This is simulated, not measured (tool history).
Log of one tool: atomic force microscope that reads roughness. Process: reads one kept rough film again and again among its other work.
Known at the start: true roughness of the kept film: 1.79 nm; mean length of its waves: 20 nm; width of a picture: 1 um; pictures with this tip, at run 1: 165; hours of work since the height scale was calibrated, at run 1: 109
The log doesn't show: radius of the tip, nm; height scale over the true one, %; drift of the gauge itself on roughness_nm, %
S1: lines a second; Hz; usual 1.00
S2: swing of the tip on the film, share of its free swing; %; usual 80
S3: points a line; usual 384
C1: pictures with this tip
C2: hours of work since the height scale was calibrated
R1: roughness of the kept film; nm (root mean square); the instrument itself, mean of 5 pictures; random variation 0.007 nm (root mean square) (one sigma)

run 1 hour=0.0 | S1=1.00 S2=80 S3=384 | C1=165 C2=109 | R1=1.286
-- hour=14.0 new tip fitted
run 2 hour=15.9 | S1=1.00 S2=80 S3=384 | C1=2 C2=115 | R1=1.438
run 3 hour=24.8 | S1=1.59 S2=80 S3=384 | C1=15 C2=119 | R1=1.364
run 4 hour=40.3 | S1=1.00 S2=80 S3=384 | C1=37 C2=126 | R1=1.394
run 5 hour=54.1 | S1=1.00 S2=80 S3=384 | C1=57 C2=132 | R1=1.377
run 6 hour=68.5 | S1=1.00 S2=80 S3=384 | C1=78 C2=139 | R1=1.362
run 7 hour=77.5 | S1=1.00 S2=80 S3=977 | C1=91 C2=143 | R1=1.360
run 8 hour=92.7 | S1=1.04 S2=80 S3=977 | C1=113 C2=149 | R1=1.334
run 9 hour=99.0 | S1=1.00 S2=80 S3=302 | C1=122 C2=152 | R1=1.313
run 10 hour=111.9 | S1=1.00 S2=80 S3=384 | C1=140 C2=158 | R1=1.310
run 11 hour=119.4 | S1=1.00 S2=80 S3=384 | C1=151 C2=161 | R1=1.302
run 12 hour=126.5 | S1=1.00 S2=80 S3=384 | C1=161 C2=164 | R1=1.295
run 13 hour=139.8 | S1=1.10 S2=80 S3=384 | C1=180 C2=170 | R1=1.273
-- hour=143.9 new tip fitted
run 14 hour=154.0 | S1=1.70 S2=80 S3=384 | C1=15 C2=176 | R1=1.373
run 15 hour=161.5 | S1=1.00 S2=80 S3=384 | C1=26 C2=179 | R1=1.429
run 16 hour=169.1 | S1=1.00 S2=80 S3=384 | C1=37 C2=183 | R1=1.409
run 17 hour=175.6 | S1=1.00 S2=82 S3=384 | C1=46 C2=186 | R1=1.391
run 18 hour=184.2 | S1=1.00 S2=59 S3=384 | C1=58 C2=189 | R1=1.465
run 19 hour=198.7 | S1=1.00 S2=59 S3=384 | C1=79 C2=196 | R1=1.435
run 20 hour=213.5 | S1=1.48 S2=80 S3=384 | C1=100 C2=202 | R1=1.302
run 21 hour=226.1 | S1=1.48 S2=80 S3=384 | C1=118 C2=208 | R1=1.275
run 22 hour=237.4 | S1=1.00 S2=56 S3=384 | C1=135 C2=213 | R1=1.398
run 23 hour=250.0 | S1=1.00 S2=56 S3=384 | C1=153 C2=218 | R1=1.389
run 24 hour=256.9 | S1=1.00 S2=56 S3=384 | C1=162 C2=221 | R1=1.368
run 25 hour=264.9 | S1=1.00 S2=80 S3=384 | C1=174 C2=225 | R1=1.278
-- hour=272.6 new tip fitted
run 26 hour=277.6 | S1=3.55 S2=76 S3=1013 | C1=7 C2=230 | R1=1.275
run 27 hour=283.9 | S1=3.32 S2=66 S3=517 | C1=16 C2=233 | R1=1.378
run 28 hour=298.7 | S1=2.95 S2=90 S3=257 | C1=38 C2=240 | R1=1.080
run 29 hour=307.8 | S1=1.00 S2=80 S3=888 | C1=51 C2=244 | R1=1.411
-- hour=309.6 height scale calibrated on a step standard
run 30 hour=320.0 | S1=1.00 S2=80 S3=888 | C1=67 C2=5 | R1=1.397
run 31 hour=333.1 | S1=1.00 S2=61 S3=516 | C1=86 C2=10 | R1=1.442
run 32 hour=340.7 | S1=1.76 S2=69 S3=365 | C1=96 C2=14 | R1=1.357
run 33 hour=350.8 | S1=1.76 S2=69 S3=365 | C1=111 C2=18 | R1=1.348
run 34 hour=359.2 | S1=2.52 S2=69 S3=400 | C1=123 C2=22 | R1=1.290
run 35 hour=366.0 | S1=1.05 S2=71 S3=599 | C1=133 C2=25 | R1=1.371
-- hour=368.4 height scale calibrated on a step standard, once more
run 36 hour=374.9 | S1=1.05 S2=71 S3=599 | C1=144 C2=3 | R1=1.363
run 37 hour=388.5 | S1=1.05 S2=71 S3=599 | C1=164 C2=9 | R1=1.333
run 38 hour=399.7 | S1=1.05 S2=71 S3=599 | C1=180 C2=14 | R1=1.309
-- hour=402.9 new tip fitted
run 39 hour=412.8 | S1=3.61 S2=71 S3=481 | C1=14 C2=19 | R1=1.305
run 40 hour=421.3 | S1=3.61 S2=71 S3=481 | C1=26 C2=23 | R1=1.285
run 41 hour=430.1 | S1=0.60 S2=72 S3=295 | C1=39 C2=27 | R1=1.437
run 42 hour=441.6 | S1=2.68 S2=64 S3=351 | C1=55 C2=32 | R1=1.373
run 43 hour=450.3 | S1=1.00 S2=66 S3=591 | C1=68 C2=36 | R1=1.435
run 44 hour=462.6 | S1=1.89 S2=88 S3=971 | C1=85 C2=41 | R1=1.213
run 45 hour=470.7 | S1=1.03 S2=67 S3=498 | C1=97 C2=45 | R1=1.412
run 46 hour=480.4 | S1=1.03 S2=67 S3=498 | C1=111 C2=49 | R1=1.385
run 47 hour=495.4 | S1=0.72 S2=74 S3=384 | C1=132 C2=56 | R1=1.347
run 48 hour=510.1 | S1=0.72 S2=74 S3=384 | C1=153 C2=62 | R1=1.333
run 49 hour=524.6 | S1=1.36 S2=83 S3=304 | C1=174 C2=69 | R1=1.203
-- hour=531.7 new tip fitted
run 50 hour=535.1 | S1=3.30 S2=65 S3=384 | C1=5 C2=73 | R1=1.402

Hidden state at the last listed run before each entry between runs and at the first one after, where it differs:
Between runs 1 and 2: new tip fitted (hour 14.0)
  radius of the tip, nm: 15.1 -> 7.6; height scale over the true one, %: -0.14 -> -0.13
  measured less the result without the state, R1: -0.167 -> -0.015 nm (root mean square)
Between runs 13 and 14: new tip fitted (hour 143.9)
  radius of the tip, nm: 15.9 -> 7.7
  measured less the result without the state, R1: -0.180 -> -0.017 nm (root mean square)
Between runs 25 and 26: new tip fitted (hour 272.6)
  radius of the tip, nm: 15.1 -> 7.6; height scale over the true one, %: -0.06 -> -0.05
  measured less the result without the state, R1: -0.164 -> -0.012 nm (root mean square)
Between runs 29 and 30: height scale calibrated on a step standard (hour 309.6)
  radius of the tip, nm: 9.7 -> 10.4; height scale over the true one, %: -0.04 -> -0.05
  measured less the result without the state, R1: -0.060 -> -0.075 nm (root mean square)
Between runs 35 and 36: height scale calibrated on a step standard, once more (hour 368.4)
  radius of the tip, nm: 13.5 -> 14; height scale over the true one, %: -0.03 -> 0.09
  measured less the result without the state, R1: -0.141 -> -0.149 nm (root mean square)
Between runs 38 and 39: new tip fitted (hour 402.9)
  radius of the tip, nm: 15.8 -> 8.5; height scale over the true one, %: 0.09 -> 0.1
  measured less the result without the state, R1: -0.181 -> -0.029 nm (root mean square)
Between runs 49 and 50: new tip fitted (hour 531.7)
  radius of the tip, nm: 16 -> 7.3; height scale over the true one, %: 0.13 -> 0.14
  measured less the result without the state, R1: -0.170 -> -0.005 nm (root mean square)

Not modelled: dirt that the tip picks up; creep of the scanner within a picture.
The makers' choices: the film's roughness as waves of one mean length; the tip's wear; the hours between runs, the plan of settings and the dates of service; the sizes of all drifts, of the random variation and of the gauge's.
